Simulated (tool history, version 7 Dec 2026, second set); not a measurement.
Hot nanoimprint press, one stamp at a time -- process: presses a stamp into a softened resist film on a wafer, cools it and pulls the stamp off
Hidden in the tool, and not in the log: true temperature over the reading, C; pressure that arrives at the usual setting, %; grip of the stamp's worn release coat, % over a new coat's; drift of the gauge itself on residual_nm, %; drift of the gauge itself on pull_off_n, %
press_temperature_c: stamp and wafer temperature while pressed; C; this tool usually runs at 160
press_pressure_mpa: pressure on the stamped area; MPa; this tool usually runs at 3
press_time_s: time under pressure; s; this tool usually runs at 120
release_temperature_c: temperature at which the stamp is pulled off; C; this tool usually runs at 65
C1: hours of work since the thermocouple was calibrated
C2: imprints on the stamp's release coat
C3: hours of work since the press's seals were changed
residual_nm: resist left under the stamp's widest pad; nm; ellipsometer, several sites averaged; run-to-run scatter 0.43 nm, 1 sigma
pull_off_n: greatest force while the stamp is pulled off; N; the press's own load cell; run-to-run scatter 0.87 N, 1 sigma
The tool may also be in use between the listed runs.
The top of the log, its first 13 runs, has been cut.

{"run": 14, "hour": 96.2, "press_temperature_c": 160, "press_pressure_mpa": 3, "press_time_s": 120, "release_temperature_c": 51, "C1": 27, "C2": 643, "C3": 394, "residual_nm": 408.5, "pull_off_n": 174.1}
{"run": 15, "hour": 105.5, "press_temperature_c": 160, "press_pressure_mpa": 3, "press_time_s": 120, "release_temperature_c": 51, "C1": 34, "C2": 694, "C3": 401, "residual_nm": 409.4, "pull_off_n": 175.3}
{"run": 16, "hour": 110.6, "press_temperature_c": 160, "press_pressure_mpa": 3, "press_time_s": 120, "release_temperature_c": 51, "C1": 38, "C2": 721, "C3": 405, "residual_nm": 408.2, "pull_off_n": 178.9}
{"hour": 117.0, "done": "plate thermocouple calibrated, once more"}
{"hour": 126.6, "done": "stamp cleaned and given a new release coat"}
{"run": 17, "hour": 129.9, "press_temperature_c": 160, "press_pressure_mpa": 4.2, "press_time_s": 165, "release_temperature_c": 65, "C1": 5, "C2": 17, "C3": 413, "residual_nm": 331.6, "pull_off_n": 115.4}
{"run": 18, "hour": 135.4, "press_temperature_c": 160, "press_pressure_mpa": 4.74, "press_time_s": 106, "release_temperature_c": 51, "C1": 10, "C2": 47, "C3": 417, "residual_nm": 372.9, "pull_off_n": 155.8}
{"run": 19, "hour": 140.4, "press_temperature_c": 160, "press_pressure_mpa": 3, "press_time_s": 211, "release_temperature_c": 61, "C1": 14, "C2": 74, "C3": 421, "residual_nm": 345.5, "pull_off_n": 128.2}
{"run": 20, "hour": 149.0, "press_temperature_c": 162, "press_pressure_mpa": 2.31, "press_time_s": 211, "release_temperature_c": 70, "C1": 20, "C2": 121, "C3": 428, "residual_nm": 346.5, "pull_off_n": 104}
{"run": 21, "hour": 153.2, "press_temperature_c": 148, "press_pressure_mpa": 3.02, "press_time_s": 211, "release_temperature_c": 69, "C1": 24, "C2": 143, "C3": 431, "residual_nm": 556.1, "pull_off_n": 106.7}
{"run": 22, "hour": 163.6, "press_temperature_c": 162, "press_pressure_mpa": 3, "press_time_s": 130, "release_temperature_c": 52, "C1": 32, "C2": 199, "C3": 439, "residual_nm": 374, "pull_off_n": 158.4}
{"run": 23, "hour": 172.9, "press_temperature_c": 160, "press_pressure_mpa": 2.87, "press_time_s": 120, "release_temperature_c": 65, "C1": 39, "C2": 250, "C3": 447, "residual_nm": 424.9, "pull_off_n": 121.3}
{"run": 24, "hour": 181.5, "press_temperature_c": 153, "press_pressure_mpa": 3, "press_time_s": 120, "release_temperature_c": 69, "C1": 46, "C2": 296, "C3": 453, "residual_nm": 537.1, "pull_off_n": 111.5}
{"run": 25, "hour": 189.0, "press_temperature_c": 153, "press_pressure_mpa": 3, "press_time_s": 80, "release_temperature_c": 52, "C1": 52, "C2": 336, "C3": 459, "residual_nm": 578.5, "pull_off_n": 163.2}
{"run": 26, "hour": 194.7, "press_temperature_c": 153, "press_pressure_mpa": 3, "press_time_s": 80, "release_temperature_c": 52, "C1": 56, "C2": 367, "C3": 464, "residual_nm": 578.1, "pull_off_n": 162.5}
{"run": 27, "hour": 200.0, "press_temperature_c": 153, "press_pressure_mpa": 3, "press_time_s": 80, "release_temperature_c": 52, "C1": 60, "C2": 396, "C3": 468, "residual_nm": 577.7, "pull_off_n": 166.7}
{"run": 28, "hour": 204.2, "press_temperature_c": 153, "press_pressure_mpa": 3, "press_time_s": 80, "release_temperature_c": 52, "C1": 64, "C2": 419, "C3": 471, "residual_nm": 577.5, "pull_off_n": 165.5}
{"run": 29, "hour": 214.6, "press_temperature_c": 153, "press_pressure_mpa": 3, "press_time_s": 139, "release_temperature_c": 53, "C1": 72, "C2": 475, "C3": 479, "residual_nm": 519.6, "pull_off_n": 163.5}
{"run": 30, "hour": 221.2, "press_temperature_c": 153, "press_pressure_mpa": 3, "press_time_s": 139, "release_temperature_c": 53, "C1": 77, "C2": 511, "C3": 484, "residual_nm": 519.3, "pull_off_n": 165.1}

Branching from run 30: 3 alternative next runs. What would each branch give?
{"run": "A", "hour": 226.6, "press_temperature_c": 158, "press_pressure_mpa": 3, "press_time_s": 120, "release_temperature_c": 73, "C1": 81, "C2": 539, "C3": 489, "residual_nm": "?", "pull_off_n": "?"}
{"run": "B", "hour": 226.6, "press_temperature_c": 160, "press_pressure_mpa": 3.13, "press_time_s": 117, "release_temperature_c": 51, "C1": 81, "C2": 539, "C3": 489, "residual_nm": "?", "pull_off_n": "?"}
{"run": "C", "hour": 226.6, "press_temperature_c": 170, "press_pressure_mpa": 3, "press_time_s": 69, "release_temperature_c": 68, "C1": 81, "C2": 539, "C3": 489, "residual_nm": "?", "pull_off_n": "?"}

run=A residual_nm=451.8 pull_off_n=103.6
run=B residual_nm=414.9 pull_off_n=173.2
run=C residual_nm=331.5 pull_off_n=117.1
With no hidden state in the tool, these same runs would have given:
run=A residual_nm=446.7 pull_off_n=92.6
run=B residual_nm=409.5 pull_off_n=154.8
run=C residual_nm=326.5 pull_off_n=104.7
